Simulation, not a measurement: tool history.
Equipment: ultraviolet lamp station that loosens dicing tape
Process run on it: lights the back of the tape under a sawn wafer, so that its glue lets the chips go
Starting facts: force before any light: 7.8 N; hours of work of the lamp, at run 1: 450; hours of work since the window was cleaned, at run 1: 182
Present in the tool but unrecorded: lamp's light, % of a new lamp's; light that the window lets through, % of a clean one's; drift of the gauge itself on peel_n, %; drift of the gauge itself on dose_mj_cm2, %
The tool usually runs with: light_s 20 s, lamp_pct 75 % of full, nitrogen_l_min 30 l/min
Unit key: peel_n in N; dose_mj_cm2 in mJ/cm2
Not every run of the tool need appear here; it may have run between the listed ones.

run	hour	light_s	lamp_pct	nitrogen_l_min	hours of work of the lamp	hours of work since the window was cleaned	peel_n	dose_mj_cm2
1	0	20	75	30	450	182	0.982	245
2	23.8	20	75	30	468	200	1.003	244
3	48.5	20	75	15	487	219	1.625	239
4	73.2	20	75	15	505	237	1.679	237
5	94.9	20	75	30	522	253	1.009	237
6	111.1	20	94	30	534	266	0.702	290
7	132.1	20	94	46	549	281	0.518	287
8	150	20	94	46	563	295	0.521	284
9	168.5	20	94	46	577	309	0.541	282
10	199.9	20	75	30	600	332	1.167	224
11	221.2	20	75	30	616	348	1.245	219
12	241.9	20	75	30	632	364	1.246	220
13	263	20	75	30	648	380	1.276	215
14	289.8	20	75	11	668	400	2.357	212
15	312.3	20	75	11	685	417	2.285	211
16	340.1	20	75	11	706	437	2.36	206
17	363.1	20	75	30	723	455	1.357	208
18	377.6	20	75	30	734	466	1.351	203
# hour 379.4: window cleaned of glue's vapour
19	403.7	20	75	30	753	18	1.459	191
# hour 426.8: window cleaned of glue's vapour, once more
20	432.4	20	75	30	774	4	1.111	224
21	452.1	20	75	30	789	19	1.216	223

Expected results for the next run?
22	468.8	20	75	25	802	32	?	?

Run 22 came out at peel_n 1.397 N, dose_mj_cm2 218 mJ/cm2.
Without the tool's hidden state the same run would have given peel_n 0.764 N, dose_mj_cm2 307 mJ/cm2.

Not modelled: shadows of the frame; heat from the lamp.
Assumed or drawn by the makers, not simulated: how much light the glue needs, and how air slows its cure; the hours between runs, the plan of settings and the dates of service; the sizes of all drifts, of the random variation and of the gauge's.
